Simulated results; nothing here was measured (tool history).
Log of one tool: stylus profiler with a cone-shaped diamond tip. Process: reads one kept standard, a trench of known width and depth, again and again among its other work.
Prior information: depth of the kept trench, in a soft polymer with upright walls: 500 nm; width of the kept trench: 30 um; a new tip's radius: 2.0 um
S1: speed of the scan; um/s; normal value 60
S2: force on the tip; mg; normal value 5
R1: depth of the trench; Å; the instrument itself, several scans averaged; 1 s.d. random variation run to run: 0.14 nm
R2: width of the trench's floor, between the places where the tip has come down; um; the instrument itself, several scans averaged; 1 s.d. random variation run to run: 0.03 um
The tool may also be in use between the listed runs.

run,hour,S1,S2,R1,R2
1,0,60,5,5076.9,26.59
2,38.4,60,5,5079.7,26.68
3,66.1,60,5,5078.9,26.57
4,108.4,60,5,5080.1,26.59
5,154,60,5,5081.8,26.58
6,177.9,60,5,5081.4,26.58
7,210.4,26,5,5080.5,26.69
8,233.7,32,5,5079.1,26.7
9,269.3,32,5,5083.9,26.63
10,299.5,32,5,5081,26.67
11,338.2,32,5,5080.9,26.7
12,381.7,32,5,5081.2,26.59
13,415.6,60,5,5082,26.56
14,441.7,60,10.14,5119.3,26.58
15,478.9,130,2.87,5065.6,26.06
16,508.4,130,2.87,5063.6,26.09
17,556.4,117,4.72,5081.9,26.29
18,603,77,10.72,5124.3,26.52
19,648.7,123,4.41,5080.3,26.24
20,692.4,123,4.41,5080.2,26.19
21,726.6,123,4.41,5080.5,26.18
22,748.8,20,10.24,5124,26.61
23,779,225,11.45,5131.1,26.08
24,822.9,231,1.97,5057.1,25.23
25,845.4,225,3.79,5075.5,25.69
26,865,187,3.1,5069.5,25.69
27,897.1,109,3.21,5073.8,26.14
28,937.1,109,3.21,5072.6,26.12

5 ways to go on from here, each from the tool as it stands after run 28. What would each give?
A,969.6,60,13.24,?,?
B,969.6,109,3.17,?,?
C,969.6,66,3.21,?,?
D,969.6,148,7.94,?,?
E,969.6,120,2.85,?,?

run,R1,R2
A,5143.1,26.49
B,5071.7,26.05
C,5074.2,26.33
D,5106.3,26.17
E,5068.8,25.98
The same runs, with their run-to-run variation unchanged, on a tool lacking any hidden condition would have given:
run,R1,R2
A,5115.1,27.22
B,5044.1,26.79
C,5046.5,27.06
D,5078.4,26.9
E,5041.2,26.72

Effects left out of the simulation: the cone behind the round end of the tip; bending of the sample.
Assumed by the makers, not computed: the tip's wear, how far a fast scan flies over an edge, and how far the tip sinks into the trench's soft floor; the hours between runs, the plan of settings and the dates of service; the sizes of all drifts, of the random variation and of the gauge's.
